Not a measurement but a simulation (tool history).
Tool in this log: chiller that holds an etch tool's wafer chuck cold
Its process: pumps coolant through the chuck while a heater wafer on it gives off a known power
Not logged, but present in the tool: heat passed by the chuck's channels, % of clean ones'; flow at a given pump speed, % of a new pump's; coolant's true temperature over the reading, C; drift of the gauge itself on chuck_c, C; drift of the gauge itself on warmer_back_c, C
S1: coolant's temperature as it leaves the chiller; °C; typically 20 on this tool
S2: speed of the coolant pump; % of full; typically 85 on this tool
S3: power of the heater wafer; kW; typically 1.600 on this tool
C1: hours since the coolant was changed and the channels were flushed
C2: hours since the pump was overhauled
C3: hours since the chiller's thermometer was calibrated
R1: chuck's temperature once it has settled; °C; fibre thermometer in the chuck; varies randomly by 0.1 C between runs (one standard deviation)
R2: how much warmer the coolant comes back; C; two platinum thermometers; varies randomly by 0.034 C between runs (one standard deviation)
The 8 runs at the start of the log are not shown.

Run 9, hour 1262.7: usual settings but S2 61 % of full; C1 4309; C2 6744; C3 2374. Result: R1 50.7 °C, R2 9.65 C.
Run 10, hour 1460.7: usual settings but S2 61 % of full; C1 4507; C2 6942; C3 2572. Result: R1 51.1 °C, R2 9.63 C.
Run 11, hour 1578.5: usual settings; C1 4625; C2 7060; C3 2690. Result: R1 43.0 °C, R2 6.81 C.
Run 12, hour 1696.2: usual settings but S1 27 °C; C1 4742; C2 7178; C3 2807. Result: R1 50.1 °C, R2 6.78 C.
Run 13, hour 1796.5: usual settings; C1 4843; C2 7278; C3 2908. Result: R1 43.1 °C, R2 6.75 C.
Run 14, hour 1943.0: usual settings; C1 4989; C2 7425; C3 3054. Result: R1 43.6 °C, R2 6.84 C.
Run 15, hour 2054.3: usual settings; C1 5100; C2 7536; C3 3166. Result: R1 43.7 °C, R2 6.90 C.
Run 16, hour 2224.8: usual settings; C1 5271; C2 7706; C3 3336. Result: R1 43.8 °C, R2 6.94 C.
Run 17, hour 2392.2: usual settings; C1 5438; C2 7874; C3 3503. Result: R1 44.1 °C, R2 6.98 C.
Run 18, hour 2550.7: usual settings but S1 16 °C, S2 64 % of full, S3 1.195 kW; C1 5597; C2 8032; C3 3662. Result: R1 39.8 °C, R2 7.16 C.
Run 19, hour 2679.4: usual settings but S2 98 % of full, S3 1.133 kW; C1 5726; C2 8161; C3 3791. Result: R1 35.1 °C, R2 4.28 C.
At hour 2791.0: coolant changed, channels flushed.
Run 20, hour 2871.7: usual settings but S3 1.525 kW; C1 81; C2 8347; C3 3977. Result: R1 39.6 °C, R2 6.78 C.
Run 21, hour 3071.6: usual settings but S3 1.525 kW; C1 281; C2 8547; C3 4177. Result: R1 40.0 °C, R2 6.85 C.
Run 22, hour 3267.0: usual settings but S2 68 % of full, S3 1.525 kW; C1 476; C2 8743; C3 4372. Result: R1 44.8 °C, R2 8.66 C.
Run 23, hour 3406.6: usual settings but S2 68 % of full, S3 1.525 kW; C1 616; C2 8882; C3 4512. Result: R1 45.1 °C, R2 8.80 C.
At hour 3545.1: chiller's thermometer calibrated.
Run 24, hour 3579.8: usual settings but S2 68 % of full, S3 1.525 kW; C1 788; C2 9054; C3 35. Result: R1 45.3 °C, R2 8.77 C.
Run 25, hour 3737.0: usual settings but S1 16 °C; C1 945; C2 9212; C3 192. Result: R1 37.7 °C, R2 7.37 C.
Run 26, hour 3848.3: usual settings but S1 19 °C, S2 91 % of full; C1 1056; C2 9323; C3 303. Result: R1 39.7 °C, R2 6.73 C.
Run 27, hour 3996.3: usual settings but S1 16 °C, S2 70 % of full, S3 2.172 kW; C1 1204; C2 9471; C3 451. Result: R1 52.2 °C, R2 12.32 C.
Run 28, hour 4187.5: usual settings but S1 29 °C, S2 65 % of full, S3 1.044 kW; C1 1395; C2 9662; C3 642. Result: R1 47.8 °C, R2 6.49 C.
At hour 4225.1: coolant pump overhauled.
Run 29, hour 4323.4: usual settings but S1 29 °C, S2 65 % of full, S3 1.044 kW; C1 1526; C2 98; C3 773. Result: R1 43.7 °C, R2 4.79 C.
Run 30, hour 4526.6: usual settings but S1 29 °C, S2 65 % of full, S3 1.044 kW; C1 1730; C2 302; C3 977. Result: R1 43.8 °C, R2 4.82 C.
Run 31, hour 4675.5: usual settings but S1 30 °C, S2 80 % of full, S3 1.262 kW; C1 1879; C2 450; C3 1125. Result: R1 44.6 °C, R2 4.68 C.
Run 32, hour 4837.0: usual settings but S1 30 °C, S2 80 % of full, S3 1.262 kW; C1 2040; C2 612; C3 1287. Result: R1 45.0 °C, R2 4.72 C.
Run 33, hour 5044.4: usual settings but S2 75 % of full, S3 1.095 kW; C1 2247; C2 819; C3 1494. Result: R1 33.9 °C, R2 4.42 C.

3 ways to go on from here, each from the tool as it stands after run 33. What would each give?
Run A, hour 5211.4: usual settings but S1 19 °C, S2 60 % of full, S3 2.086 kW; C1 2414; C2 986; C3 1661. Result: R1 ?, R2 ?.
Run B, hour 5211.4: usual settings but S1 18 °C; C1 2414; C2 986; C3 1661. Result: R1 ?, R2 ?.
Run C, hour 5211.4: usual settings but S1 25 °C, S2 70 % of full, S3 0.831 kW; C1 2414; C2 986; C3 1661. Result: R1 ?, R2 ?.

run    R1     R2
  A  52.1  10.77
  B  36.1   5.71
  C  36.3   3.63
With the hidden condition removed and each run's random variation left untouched, the same runs would have given:
run    R1     R2
  A  49.3  10.49
  B  34.6   5.56
  C  35.4   3.54
